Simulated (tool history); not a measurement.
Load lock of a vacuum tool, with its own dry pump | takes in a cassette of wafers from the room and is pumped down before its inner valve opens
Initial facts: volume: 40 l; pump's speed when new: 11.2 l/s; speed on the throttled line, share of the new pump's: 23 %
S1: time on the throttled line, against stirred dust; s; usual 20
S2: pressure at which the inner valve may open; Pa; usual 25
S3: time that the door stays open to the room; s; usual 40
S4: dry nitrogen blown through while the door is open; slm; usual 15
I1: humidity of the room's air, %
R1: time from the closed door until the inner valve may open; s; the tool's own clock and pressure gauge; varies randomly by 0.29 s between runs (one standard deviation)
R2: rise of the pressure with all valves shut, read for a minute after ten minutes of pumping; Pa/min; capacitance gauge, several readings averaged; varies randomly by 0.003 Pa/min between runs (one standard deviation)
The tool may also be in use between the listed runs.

run 1 hour=0 | S1=20 S2=25 S3=40 S4=15 | I1=43.1 | R1=47.1 R2=0.212
run 2 hour=376.5 | S1=20 S2=25 S3=40 S4=15 | I1=44.1 | R1=47.7 R2=0.23
run 3 hour=823.2 | S1=22 S2=25 S3=40 S4=15 | I1=45.9 | R1=49.7 R2=0.255
run 4 hour=1120.7 | S1=22 S2=25 S3=40 S4=15 | I1=47.7 | R1=49.5 R2=0.271
run 5 hour=1454.7 | S1=20 S2=25 S3=40 S4=15 | I1=46.3 | R1=48.3 R2=0.294
run 6 hour=1725.6 | S1=13 S2=25 S3=40 S4=15 | I1=43 | R1=43 R2=0.298
run 7 hour=2014.9 | S1=20 S2=25 S3=40 S4=15 | I1=43.8 | R1=48.2 R2=0.325
run 8 hour=2424.3 | S1=20 S2=25 S3=40 S4=15 | I1=42.6 | R1=47.8 R2=0.349
run 9 hour=2698.9 | S1=20 S2=25 S3=40 S4=15 | I1=44.3 | R1=48.2 R2=0.369
run 10 hour=3129.4 | S1=20 S2=43 S3=40 S4=15 | I1=47.7 | R1=46.2 R2=0.402
run 11 hour=3619 | S1=20 S2=43 S3=40 S4=15 | I1=44 | R1=46.4 R2=0.433
run 12 hour=3884.9 | S1=20 S2=43 S3=40 S4=15 | I1=43.5 | R1=45.7 R2=0.461
run 13 hour=4343.5 | S1=20 S2=43 S3=40 S4=15 | I1=43.5 | R1=46.8 R2=0.5
run 14 hour=4761.9 | S1=20 S2=25 S3=40 S4=15 | I1=44.9 | R1=48.6 R2=0.536
run 15 hour=5185.4 | S1=37 S2=25 S3=40 S4=23 | I1=45.9 | R1=61.1 R2=0.573
run 16 hour=5432.3 | S1=20 S2=34 S3=40 S4=8 | I1=47.1 | R1=47.7 R2=0.584
run 17 hour=5922.9 | S1=23 S2=34 S3=40 S4=29 | I1=43.1 | R1=49.6 R2=0.614
run 18 hour=6377.7 | S1=11 S2=31 S3=167 S4=7 | I1=42.1 | R1=41.8 R2=0.709
-- hour=6539.1 door's seal changed, seat wiped
run 19 hour=6703.9 | S1=20 S2=42 S3=37 S4=15 | I1=43.1 | R1=47 R2=0.024
run 20 hour=6917.5 | S1=20 S2=35 S3=40 S4=15 | I1=44.3 | R1=48.3 R2=0.034
run 21 hour=7210.8 | S1=20 S2=35 S3=40 S4=15 | I1=46.6 | R1=48 R2=0.04
run 22 hour=7519.3 | S1=16 S2=20 S3=59 S4=10 | I1=45.7 | R1=47.9 R2=0.055
run 23 hour=7895.7 | S1=16 S2=20 S3=59 S4=10 | I1=40 | R1=47.9 R2=0.061
run 24 hour=8277.7 | S1=16 S2=20 S3=59 S4=10 | I1=43.2 | R1=48.7 R2=0.073
run 25 hour=8509.9 | S1=20 S2=23 S3=68 S4=15 | I1=42.3 | R1=50.1 R2=0.077
run 26 hour=8864.6 | S1=20 S2=23 S3=68 S4=15 | I1=44.2 | R1=50.6 R2=0.089
run 27 hour=9195.6 | S1=20 S2=38 S3=29 S4=15 | I1=45.1 | R1=48.8 R2=0.088

What if the next run were any one of these 3? Each begins from the tool's condition after run 27:
run A hour=9444.1 | S1=25 S2=25 S3=84 S4=21 | I1=46.5 | R1=? R2=?
run B hour=9444.1 | S1=38 S2=38 S3=62 S4=15 | I1=47.7 | R1=? R2=?
run C hour=9444.1 | S1=20 S2=45 S3=115 S4=15 | I1=47.6 | R1=? R2=?

run=A R1=54.4 R2=0.111
run=B R1=62.1 R2=0.11
run=C R1=48 R2=0.118
What these runs would have given with no unlogged condition in the tool:
run=A R1=49.3 R2=0.033
run=B R1=58 R2=0.033
run=C R1=43.1 R2=0.041
